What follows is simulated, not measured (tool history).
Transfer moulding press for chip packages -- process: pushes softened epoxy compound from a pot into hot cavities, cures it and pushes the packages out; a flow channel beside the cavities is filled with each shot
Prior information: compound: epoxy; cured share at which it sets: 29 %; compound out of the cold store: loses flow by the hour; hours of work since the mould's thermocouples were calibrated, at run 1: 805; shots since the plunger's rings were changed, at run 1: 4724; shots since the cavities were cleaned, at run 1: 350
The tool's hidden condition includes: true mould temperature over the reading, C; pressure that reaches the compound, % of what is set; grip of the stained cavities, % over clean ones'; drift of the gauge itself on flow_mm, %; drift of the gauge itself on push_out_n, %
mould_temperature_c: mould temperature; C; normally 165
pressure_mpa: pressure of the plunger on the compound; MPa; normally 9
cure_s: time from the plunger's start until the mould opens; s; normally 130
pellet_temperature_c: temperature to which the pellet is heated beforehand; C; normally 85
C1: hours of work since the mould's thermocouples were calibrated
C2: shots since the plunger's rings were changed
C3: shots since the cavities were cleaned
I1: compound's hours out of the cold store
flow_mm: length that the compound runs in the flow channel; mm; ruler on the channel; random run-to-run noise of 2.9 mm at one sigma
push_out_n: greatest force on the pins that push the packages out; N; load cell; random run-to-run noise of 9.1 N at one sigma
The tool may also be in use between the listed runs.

{"run": 1, "hour": 0.0, "mould_temperature_c": 165, "pressure_mpa": 9, "cure_s": 130, "pellet_temperature_c": 85, "C1": 805, "C2": 4724, "C3": 350, "I1": 30.7, "flow_mm": 533, "push_out_n": 706}
{"run": 2, "hour": 68.5, "mould_temperature_c": 165, "pressure_mpa": 9, "cure_s": 130, "pellet_temperature_c": 85, "C1": 851, "C2": 5404, "C3": 1030, "I1": 9.5, "flow_mm": 582, "push_out_n": 935}
{"hour": 82.6, "done": "cavities cleaned with cleaning compound and waxed"}
{"hour": 119.3, "done": "mould's thermocouples calibrated"}
{"run": 3, "hour": 133.9, "mould_temperature_c": 165, "pressure_mpa": 9, "cure_s": 127, "pellet_temperature_c": 85, "C1": 10, "C2": 6018, "C3": 489, "I1": 26.7, "flow_mm": 532, "push_out_n": 927}
{"run": 4, "hour": 175.6, "mould_temperature_c": 165, "pressure_mpa": 9, "cure_s": 127, "pellet_temperature_c": 85, "C1": 37, "C2": 6433, "C3": 904, "I1": 18.7, "flow_mm": 544, "push_out_n": 974}
{"hour": 196.5, "done": "cavities cleaned with cleaning compound and waxed"}
{"hour": 207.4, "done": "plunger's sealing rings changed"}
{"run": 5, "hour": 244.1, "mould_temperature_c": 165, "pressure_mpa": 7.01, "cure_s": 130, "pellet_temperature_c": 85, "C1": 80, "C2": 365, "C3": 448, "I1": 20.2, "flow_mm": 532, "push_out_n": 712}
{"hour": 271.7, "done": "cavities cleaned with cleaning compound and waxed, once more"}
{"run": 6, "hour": 305.8, "mould_temperature_c": 165, "pressure_mpa": 9, "cure_s": 130, "pellet_temperature_c": 85, "C1": 120, "C2": 962, "C3": 338, "I1": 29.1, "flow_mm": 570, "push_out_n": 653}
{"run": 7, "hour": 340.8, "mould_temperature_c": 165, "pressure_mpa": 9, "cure_s": 130, "pellet_temperature_c": 85, "C1": 143, "C2": 1309, "C3": 685, "I1": 47.1, "flow_mm": 516, "push_out_n": 754}
{"hour": 385.6, "done": "cavities cleaned with cleaning compound and waxed"}
{"run": 8, "hour": 398.6, "mould_temperature_c": 165, "pressure_mpa": 9, "cure_s": 128, "pellet_temperature_c": 85, "C1": 181, "C2": 1868, "C3": 129, "I1": 39.2, "flow_mm": 534, "push_out_n": 523}
{"run": 9, "hour": 438.5, "mould_temperature_c": 163, "pressure_mpa": 9, "cure_s": 162, "pellet_temperature_c": 85, "C1": 207, "C2": 2264, "C3": 525, "I1": 30.3, "flow_mm": 558, "push_out_n": 670}
{"hour": 498.5, "done": "cavities cleaned with cleaning compound and waxed"}
{"run": 10, "hour": 510.9, "mould_temperature_c": 163, "pressure_mpa": 9, "cure_s": 162, "pellet_temperature_c": 91, "C1": 254, "C2": 2968, "C3": 124, "I1": 20.8, "flow_mm": 586, "push_out_n": 463}
{"run": 11, "hour": 576.3, "mould_temperature_c": 163, "pressure_mpa": 9, "cure_s": 162, "pellet_temperature_c": 91, "C1": 298, "C2": 3616, "C3": 772, "I1": 41.6, "flow_mm": 516, "push_out_n": 708}
{"hour": 610.4, "done": "cavities cleaned with cleaning compound and waxed"}
{"run": 12, "hour": 644.6, "mould_temperature_c": 159, "pressure_mpa": 9, "cure_s": 126, "pellet_temperature_c": 89, "C1": 342, "C2": 4279, "C3": 339, "I1": 10.7, "flow_mm": 615, "push_out_n": 1049}

Expected results for the next run?
{"run": 13, "hour": 676.2, "mould_temperature_c": 159, "pressure_mpa": 9, "cure_s": 126, "pellet_temperature_c": 89, "C1": 363, "C2": 4593, "C3": 653, "I1": 34.1, "flow_mm": "?", "push_out_n": "?"}

flow_mm: 534 mm
push_out_n: 1098 N
Take away the tool's hidden state, keep the run-to-run variation as it was, and the same run would have given flow_mm 575 mm, push_out_n 568 N.
